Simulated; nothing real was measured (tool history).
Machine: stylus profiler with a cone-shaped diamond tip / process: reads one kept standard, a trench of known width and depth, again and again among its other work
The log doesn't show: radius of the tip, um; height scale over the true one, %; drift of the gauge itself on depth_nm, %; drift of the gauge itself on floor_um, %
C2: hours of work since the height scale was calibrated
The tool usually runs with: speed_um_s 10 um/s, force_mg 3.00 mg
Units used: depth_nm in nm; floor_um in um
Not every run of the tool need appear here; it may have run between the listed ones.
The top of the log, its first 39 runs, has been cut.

{"run": 40, "day": 47.621, "speed_um_s": 2, "force_mg": 3.69, "scans with this tip": 5672, "C2": 752, "depth_nm": 101.93, "floor_um": 17.54}
{"run": 41, "day": 48.854, "speed_um_s": 2, "force_mg": 3.69, "scans with this tip": 5764, "C2": 764, "depth_nm": 102.07, "floor_um": 17.49}
{"run": 42, "day": 50.438, "speed_um_s": 2, "force_mg": 3.69, "scans with this tip": 5883, "C2": 780, "depth_nm": 101.95, "floor_um": 17.47}
{"run": 43, "day": 52.046, "speed_um_s": 3, "force_mg": 4.92, "scans with this tip": 6003, "C2": 796, "depth_nm": 102.34, "floor_um": 17.45}
{"run": 44, "day": 52.754, "speed_um_s": 4, "force_mg": 7.91, "scans with this tip": 6057, "C2": 803, "depth_nm": 103.14, "floor_um": 17.45}
{"run": 45, "day": 54.15, "speed_um_s": 3, "force_mg": 2.25, "scans with this tip": 6161, "C2": 816, "depth_nm": 101.47, "floor_um": 17.43}
{"run": 46, "day": 55.367, "speed_um_s": 5, "force_mg": 3.66, "scans with this tip": 6252, "C2": 829, "depth_nm": 102.0, "floor_um": 17.47}
{"run": 47, "day": 56.342, "speed_um_s": 5, "force_mg": 3.66, "scans with this tip": 6325, "C2": 838, "depth_nm": 101.93, "floor_um": 17.41}

Below are 4 alternative next runs, each starting from the tool's condition after run 47. Predict each:
{"run": "A", "day": 58.029, "speed_um_s": 18, "force_mg": 3.47, "scans with this tip": 6452, "C2": 855, "depth_nm": "?", "floor_um": "?"}
{"run": "B", "day": 58.029, "speed_um_s": 5, "force_mg": 1.97, "scans with this tip": 6452, "C2": 855, "depth_nm": "?", "floor_um": "?"}
{"run": "C", "day": 58.029, "speed_um_s": 26, "force_mg": 3.0, "scans with this tip": 6452, "C2": 855, "depth_nm": "?", "floor_um": "?"}
{"run": "D", "day": 58.029, "speed_um_s": 22, "force_mg": 2.51, "scans with this tip": 6452, "C2": 855, "depth_nm": "?", "floor_um": "?"}

run=A depth_nm=101.91 floor_um=17.40
run=B depth_nm=101.35 floor_um=17.40
run=C depth_nm=101.74 floor_um=17.34
run=D depth_nm=101.51 floor_um=17.37
Without the tool's hidden state the same runs would have given:
run=A depth_nm=101.76 floor_um=17.98
run=B depth_nm=101.19 floor_um=17.99
run=C depth_nm=101.59 floor_um=17.92
run=D depth_nm=101.35 floor_um=17.96
